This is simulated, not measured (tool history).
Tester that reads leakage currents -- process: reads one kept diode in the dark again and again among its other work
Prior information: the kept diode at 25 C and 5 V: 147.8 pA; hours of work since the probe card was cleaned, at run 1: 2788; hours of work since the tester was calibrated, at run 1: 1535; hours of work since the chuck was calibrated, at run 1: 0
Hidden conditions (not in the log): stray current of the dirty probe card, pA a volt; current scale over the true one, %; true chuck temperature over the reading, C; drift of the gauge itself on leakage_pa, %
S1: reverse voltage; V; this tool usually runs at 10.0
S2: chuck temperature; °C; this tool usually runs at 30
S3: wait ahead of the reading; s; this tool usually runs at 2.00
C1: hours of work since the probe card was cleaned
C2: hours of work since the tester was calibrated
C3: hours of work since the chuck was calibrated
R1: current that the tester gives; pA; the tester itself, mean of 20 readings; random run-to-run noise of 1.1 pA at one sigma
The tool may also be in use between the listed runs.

run 1 hour=0.0 | S1=10.0 S2=30 S3=2.00 | C1=2788 C2=1535 C3=0 | R1=356.47
-- hour=79.3 probe card cleaned and baked
run 2 hour=132.6 | S1=10.0 S2=59 S3=2.00 | C1=25 C2=1597 C3=61 | R1=4153.14
run 3 hour=285.4 | S1=10.0 S2=30 S3=2.00 | C1=97 C2=1669 C3=133 | R1=356.51
run 4 hour=410.8 | S1=10.0 S2=30 S3=2.00 | C1=157 C2=1728 C3=193 | R1=357.45
run 5 hour=560.8 | S1=10.0 S2=30 S3=2.00 | C1=227 C2=1799 C3=263 | R1=356.41
run 6 hour=655.6 | S1=10.0 S2=30 S3=6.64 | C1=272 C2=1843 C3=308 | R1=356.65
run 7 hour=786.0 | S1=10.0 S2=30 S3=2.00 | C1=334 C2=1905 C3=370 | R1=356.41
run 8 hour=886.3 | S1=10.0 S2=30 S3=2.00 | C1=381 C2=1952 C3=417 | R1=357.01
run 9 hour=1042.2 | S1=10.0 S2=30 S3=2.00 | C1=455 C2=2026 C3=491 | R1=357.24
run 10 hour=1161.9 | S1=10.0 S2=30 S3=2.00 | C1=511 C2=2083 C3=547 | R1=358.76
run 11 hour=1305.0 | S1=10.0 S2=30 S3=2.00 | C1=579 C2=2150 C3=615 | R1=356.84
run 12 hour=1388.0 | S1=10.0 S2=30 S3=2.00 | C1=618 C2=2189 C3=654 | R1=358.41
run 13 hour=1519.8 | S1=3.7 S2=30 S3=2.00 | C1=680 C2=2252 C3=716 | R1=198.00
run 14 hour=1644.5 | S1=3.7 S2=30 S3=2.00 | C1=739 C2=2310 C3=775 | R1=197.74
run 15 hour=1734.8 | S1=3.7 S2=30 S3=2.00 | C1=782 C2=2353 C3=818 | R1=199.34
run 16 hour=1839.3 | S1=3.7 S2=30 S3=2.00 | C1=831 C2=2402 C3=867 | R1=199.02
run 17 hour=1916.6 | S1=10.0 S2=22 S3=6.48 | C1=868 C2=2439 C3=904 | R1=167.07
run 18 hour=2020.0 | S1=10.2 S2=41 S3=2.00 | C1=916 C2=2488 C3=952 | R1=964.01
run 19 hour=2151.5 | S1=10.0 S2=46 S3=0.44 | C1=979 C2=2550 C3=1015 | R1=1464.05
run 20 hour=2235.4 | S1=10.0 S2=46 S3=0.44 | C1=1018 C2=2589 C3=1054 | R1=1458.88
run 21 hour=2332.9 | S1=10.0 S2=46 S3=0.44 | C1=1064 C2=2636 C3=1100 | R1=1457.68
run 22 hour=2427.0 | S1=2.6 S2=30 S3=1.13 | C1=1109 C2=2680 C3=1145 | R1=162.21
run 23 hour=2499.7 | S1=8.5 S2=34 S3=0.62 | C1=1143 C2=2714 C3=1179 | R1=472.00

What will run 24 give?
run 24 hour=2578.6 | S1=10.0 S2=40 S3=2.00 | C1=1180 C2=2752 C3=1216 | R1=?

{"run 24": {"R1": 873.5}}
On a tool with no hidden condition, and with the same random variation, this run would have come out at R1 872.71 pA.
